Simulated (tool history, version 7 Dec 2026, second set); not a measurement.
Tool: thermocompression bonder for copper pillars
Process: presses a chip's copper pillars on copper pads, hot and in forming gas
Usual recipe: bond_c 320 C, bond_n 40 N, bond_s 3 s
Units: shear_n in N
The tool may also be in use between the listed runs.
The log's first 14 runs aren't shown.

{"run": 15, "hour": 584.1, "bond_c": 347, "bond_n": 40, "bond_s": 7, "shear_n": 68}
{"hour": 622.0, "done": "heater calibrated with a thermocouple chip, once more"}
{"run": 16, "hour": 624.5, "bond_c": 320, "bond_n": 48, "bond_s": 3, "shear_n": 45.9}
{"run": 17, "hour": 647.3, "bond_c": 320, "bond_n": 40, "bond_s": 3, "shear_n": 39.5}
{"run": 18, "hour": 692.4, "bond_c": 320, "bond_n": 40, "bond_s": 3, "shear_n": 39.5}
{"hour": 702.9, "done": "forming gas filter changed"}
{"run": 19, "hour": 731.9, "bond_c": 320, "bond_n": 40, "bond_s": 3, "shear_n": 43.3}
{"run": 20, "hour": 755.1, "bond_c": 320, "bond_n": 40, "bond_s": 3, "shear_n": 42.4}
{"run": 21, "hour": 779.4, "bond_c": 320, "bond_n": 40, "bond_s": 3, "shear_n": 42.4}
{"run": 22, "hour": 831.1, "bond_c": 320, "bond_n": 59, "bond_s": 8, "shear_n": 74.2}
{"run": 23, "hour": 875.4, "bond_c": 320, "bond_n": 39, "bond_s": 2, "shear_n": 36.1}
{"run": 24, "hour": 912.4, "bond_c": 344, "bond_n": 40, "bond_s": 9, "shear_n": 71.6}
{"run": 25, "hour": 967.4, "bond_c": 344, "bond_n": 40, "bond_s": 9, "shear_n": 70.3}
{"run": 26, "hour": 1007.7, "bond_c": 344, "bond_n": 42, "bond_s": 9, "shear_n": 72.1}
{"run": 27, "hour": 1049.8, "bond_c": 316, "bond_n": 54, "bond_s": 2, "shear_n": 43.2}
{"run": 28, "hour": 1074.2, "bond_c": 297, "bond_n": 52, "bond_s": 6, "shear_n": 51.6}
{"run": 29, "hour": 1109.6, "bond_c": 319, "bond_n": 30, "bond_s": 2, "shear_n": 28.1}
{"run": 30, "hour": 1153.9, "bond_c": 319, "bond_n": 30, "bond_s": 2, "shear_n": 27.7}
{"run": 31, "hour": 1196.8, "bond_c": 319, "bond_n": 30, "bond_s": 2, "shear_n": 28.1}
{"hour": 1215.3, "done": "forming gas filter changed"}
{"run": 32, "hour": 1250.6, "bond_c": 319, "bond_n": 35, "bond_s": 7, "shear_n": 54.2}
{"run": 33, "hour": 1278.0, "bond_c": 304, "bond_n": 29, "bond_s": 3, "shear_n": 28.2}
{"run": 34, "hour": 1306.4, "bond_c": 304, "bond_n": 29, "bond_s": 3, "shear_n": 28.4}
{"run": 35, "hour": 1354.7, "bond_c": 292, "bond_n": 37, "bond_s": 3, "shear_n": 30.3}
{"run": 36, "hour": 1407.4, "bond_c": 322, "bond_n": 37, "bond_s": 3, "shear_n": 43.1}

Consider 3 possible next runs. They are alternatives, not a sequence: every one starts from the tool as it was left by run 36. What does each give?
{"hour": 1419.1, "done": "force cell calibrated"}
{"run": "A", "hour": 1461.1, "bond_c": 349, "bond_n": 33, "bond_s": 3, "shear_n": "?"}
{"hour": 1419.1, "done": "force cell calibrated"}
{"run": "B", "hour": 1461.1, "bond_c": 322, "bond_n": 31, "bond_s": 2, "shear_n": "?"}
{"hour": 1419.1, "done": "force cell calibrated"}
{"run": "C", "hour": 1461.1, "bond_c": 341, "bond_n": 44, "bond_s": 3, "shear_n": "?"}

run=A shear_n=46.3
run=B shear_n=28.6
run=C shear_n=53.1
Without the tool's unlogged condition, the same runs would have read:
run=A shear_n=45.3
run=B shear_n=27.5
run=C shear_n=52.2
